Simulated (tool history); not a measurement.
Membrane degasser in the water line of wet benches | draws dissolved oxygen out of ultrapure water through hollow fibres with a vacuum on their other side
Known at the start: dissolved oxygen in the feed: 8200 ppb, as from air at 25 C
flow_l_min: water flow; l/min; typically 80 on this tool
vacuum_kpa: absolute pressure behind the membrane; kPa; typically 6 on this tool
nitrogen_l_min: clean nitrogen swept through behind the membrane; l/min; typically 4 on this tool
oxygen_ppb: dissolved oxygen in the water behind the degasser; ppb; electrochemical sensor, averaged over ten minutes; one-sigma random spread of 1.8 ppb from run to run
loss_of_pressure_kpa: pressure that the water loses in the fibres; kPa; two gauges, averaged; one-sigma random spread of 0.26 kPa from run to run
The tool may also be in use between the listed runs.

{"run": 1, "hour": 0.0, "flow_l_min": 80, "vacuum_kpa": 6, "nitrogen_l_min": 4, "oxygen_ppb": 184.8, "loss_of_pressure_kpa": 70.36}
{"run": 2, "hour": 34.5, "flow_l_min": 78, "vacuum_kpa": 6, "nitrogen_l_min": 4, "oxygen_ppb": 172.1, "loss_of_pressure_kpa": 68.4}
{"run": 3, "hour": 63.7, "flow_l_min": 78, "vacuum_kpa": 6, "nitrogen_l_min": 4, "oxygen_ppb": 177.2, "loss_of_pressure_kpa": 68.7}
{"run": 4, "hour": 85.6, "flow_l_min": 78, "vacuum_kpa": 6, "nitrogen_l_min": 4, "oxygen_ppb": 174.9, "loss_of_pressure_kpa": 68.28}
{"run": 5, "hour": 109.0, "flow_l_min": 92, "vacuum_kpa": 6, "nitrogen_l_min": 4, "oxygen_ppb": 233.8, "loss_of_pressure_kpa": 81.26}
{"run": 6, "hour": 143.3, "flow_l_min": 80, "vacuum_kpa": 6, "nitrogen_l_min": 4, "oxygen_ppb": 180.2, "loss_of_pressure_kpa": 70.22}
{"run": 7, "hour": 194.0, "flow_l_min": 80, "vacuum_kpa": 6, "nitrogen_l_min": 4, "oxygen_ppb": 188.6, "loss_of_pressure_kpa": 70.39}
{"run": 8, "hour": 218.1, "flow_l_min": 80, "vacuum_kpa": 6, "nitrogen_l_min": 4, "oxygen_ppb": 189.4, "loss_of_pressure_kpa": 70.25}
{"run": 9, "hour": 261.0, "flow_l_min": 91, "vacuum_kpa": 6, "nitrogen_l_min": 4, "oxygen_ppb": 231.3, "loss_of_pressure_kpa": 80.35}
{"run": 10, "hour": 307.2, "flow_l_min": 80, "vacuum_kpa": 5.61, "nitrogen_l_min": 4, "oxygen_ppb": 168.2, "loss_of_pressure_kpa": 70.78}
{"run": 11, "hour": 342.1, "flow_l_min": 59, "vacuum_kpa": 6, "nitrogen_l_min": 4, "oxygen_ppb": 113.2, "loss_of_pressure_kpa": 51.88}
{"run": 12, "hour": 386.7, "flow_l_min": 80, "vacuum_kpa": 6, "nitrogen_l_min": 4, "oxygen_ppb": 185.3, "loss_of_pressure_kpa": 70.41}
{"run": 13, "hour": 411.0, "flow_l_min": 80, "vacuum_kpa": 6, "nitrogen_l_min": 4, "oxygen_ppb": 187.8, "loss_of_pressure_kpa": 71.12}
{"run": 14, "hour": 450.4, "flow_l_min": 80, "vacuum_kpa": 6, "nitrogen_l_min": 4, "oxygen_ppb": 189.9, "loss_of_pressure_kpa": 70.58}
{"run": 15, "hour": 481.8, "flow_l_min": 80, "vacuum_kpa": 6, "nitrogen_l_min": 4, "oxygen_ppb": 185, "loss_of_pressure_kpa": 70.82}
{"hour": 487.1, "done": "vacuum gauge calibrated"}
{"run": 16, "hour": 522.2, "flow_l_min": 80, "vacuum_kpa": 6, "nitrogen_l_min": 4, "oxygen_ppb": 192.1, "loss_of_pressure_kpa": 70.87}
{"run": 17, "hour": 568.3, "flow_l_min": 80, "vacuum_kpa": 6, "nitrogen_l_min": 4, "oxygen_ppb": 187.3, "loss_of_pressure_kpa": 70.35}
{"run": 18, "hour": 600.8, "flow_l_min": 50, "vacuum_kpa": 6, "nitrogen_l_min": 4, "oxygen_ppb": 95.3, "loss_of_pressure_kpa": 44.19}
{"hour": 610.3, "done": "vacuum gauge calibrated, once more"}
{"run": 19, "hour": 633.6, "flow_l_min": 65, "vacuum_kpa": 7.28, "nitrogen_l_min": 4.34, "oxygen_ppb": 160.1, "loss_of_pressure_kpa": 57.23}
{"run": 20, "hour": 667.2, "flow_l_min": 64, "vacuum_kpa": 3.82, "nitrogen_l_min": 3.03, "oxygen_ppb": 51.5, "loss_of_pressure_kpa": 56.24}
{"run": 21, "hour": 716.8, "flow_l_min": 64, "vacuum_kpa": 3.82, "nitrogen_l_min": 3.03, "oxygen_ppb": 51.3, "loss_of_pressure_kpa": 56.47}
{"run": 22, "hour": 746.7, "flow_l_min": 64, "vacuum_kpa": 3.82, "nitrogen_l_min": 3.03, "oxygen_ppb": 52.7, "loss_of_pressure_kpa": 56.46}
{"run": 23, "hour": 791.8, "flow_l_min": 69, "vacuum_kpa": 10.09, "nitrogen_l_min": 10.58, "oxygen_ppb": 138.6, "loss_of_pressure_kpa": 61.22}
{"run": 24, "hour": 818.6, "flow_l_min": 60, "vacuum_kpa": 6.33, "nitrogen_l_min": 4, "oxygen_ppb": 123.6, "loss_of_pressure_kpa": 53.13}
{"run": 25, "hour": 843.4, "flow_l_min": 84, "vacuum_kpa": 6.33, "nitrogen_l_min": 3.24, "oxygen_ppb": 238.6, "loss_of_pressure_kpa": 73.85}
{"run": 26, "hour": 866.7, "flow_l_min": 72, "vacuum_kpa": 6.33, "nitrogen_l_min": 5.29, "oxygen_ppb": 137, "loss_of_pressure_kpa": 63.83}
{"run": 27, "hour": 892.0, "flow_l_min": 80, "vacuum_kpa": 12.37, "nitrogen_l_min": 4, "oxygen_ppb": 448, "loss_of_pressure_kpa": 71.03}
{"run": 28, "hour": 919.9, "flow_l_min": 60, "vacuum_kpa": 5.42, "nitrogen_l_min": 4, "oxygen_ppb": 94.9, "loss_of_pressure_kpa": 52.74}
{"run": 29, "hour": 959.2, "flow_l_min": 120, "vacuum_kpa": 6.15, "nitrogen_l_min": 4, "oxygen_ppb": 388, "loss_of_pressure_kpa": 105.42}
{"run": 30, "hour": 984.4, "flow_l_min": 120, "vacuum_kpa": 6.15, "nitrogen_l_min": 4, "oxygen_ppb": 395.8, "loss_of_pressure_kpa": 105.81}
{"run": 31, "hour": 1037.5, "flow_l_min": 50, "vacuum_kpa": 6, "nitrogen_l_min": 4.59, "oxygen_ppb": 77.2, "loss_of_pressure_kpa": 44.18}

Forecast each of these 4 alternatives for the next run:
{"run": "A", "hour": 1072.6, "flow_l_min": 49, "vacuum_kpa": 6, "nitrogen_l_min": 4, "oxygen_ppb": "?", "loss_of_pressure_kpa": "?"}
{"run": "B", "hour": 1072.6, "flow_l_min": 109, "vacuum_kpa": 7.77, "nitrogen_l_min": 1.89, "oxygen_ppb": "?", "loss_of_pressure_kpa": "?"}
{"run": "C", "hour": 1072.6, "flow_l_min": 107, "vacuum_kpa": 6, "nitrogen_l_min": 4, "oxygen_ppb": "?", "loss_of_pressure_kpa": "?"}
{"run": "D", "hour": 1072.6, "flow_l_min": 50, "vacuum_kpa": 6, "nitrogen_l_min": 1.97, "oxygen_ppb": "?", "loss_of_pressure_kpa": "?"}

run=A oxygen_ppb=88.1 loss_of_pressure_kpa=43.3
run=B oxygen_ppb=616.3 loss_of_pressure_kpa=96.14
run=C oxygen_ppb=310.1 loss_of_pressure_kpa=94.62
run=D oxygen_ppb=159.6 loss_of_pressure_kpa=44.18
Take away the tool's hidden state, keep each run's random variation, and the runs would have read:
run=A oxygen_ppb=86.1 loss_of_pressure_kpa=42.48
run=B oxygen_ppb=603.9 loss_of_pressure_kpa=94.31
run=C oxygen_ppb=297.6 loss_of_pressure_kpa=92.83
run=D oxygen_ppb=157 loss_of_pressure_kpa=43.35

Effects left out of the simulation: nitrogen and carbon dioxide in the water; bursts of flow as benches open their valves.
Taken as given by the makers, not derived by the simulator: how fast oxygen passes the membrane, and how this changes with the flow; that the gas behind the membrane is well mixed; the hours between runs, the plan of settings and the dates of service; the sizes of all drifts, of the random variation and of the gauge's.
